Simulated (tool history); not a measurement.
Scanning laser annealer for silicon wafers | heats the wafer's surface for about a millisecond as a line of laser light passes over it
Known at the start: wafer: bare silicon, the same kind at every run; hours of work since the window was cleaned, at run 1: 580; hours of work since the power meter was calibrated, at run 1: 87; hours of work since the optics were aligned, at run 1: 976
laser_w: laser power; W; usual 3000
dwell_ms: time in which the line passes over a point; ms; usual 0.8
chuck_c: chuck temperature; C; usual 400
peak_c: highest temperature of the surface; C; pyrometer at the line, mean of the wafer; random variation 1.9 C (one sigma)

run,day,laser_w,dwell_ms,chuck_c,hours of work since the window was cleaned,hours of work since the power meter was calibrated,hours of work since the optics were aligned,peak_c
1,0,3000,0.8,400,580,87,976,1109
2,0.483,3000,0.8,410,589,95,985,1119
3,0.8,3000,0.8,410,595,101,990,1119
4,1.079,3000,0.928,400,599,106,995,1173
5,1.546,3000,0.928,400,608,114,1003,1172
6,1.975,3000,0.8,400,615,122,1011,1110
7,2.383,2755,0.8,400,623,129,1018,1038
8,2.838,2779,0.594,433,631,137,1026,980
9,3.212,3197,0.8,400,638,144,1033,1167
10,3.45,3197,0.8,400,642,148,1037,1166
11,3.667,3190,0.932,400,646,152,1041,1233

Forecast run 12:
12,4.179,3190,0.932,400,655,161,1050,?

peak_c: 1236 C
Without the tool's hidden state the same run would have given peak_c 1273 C.
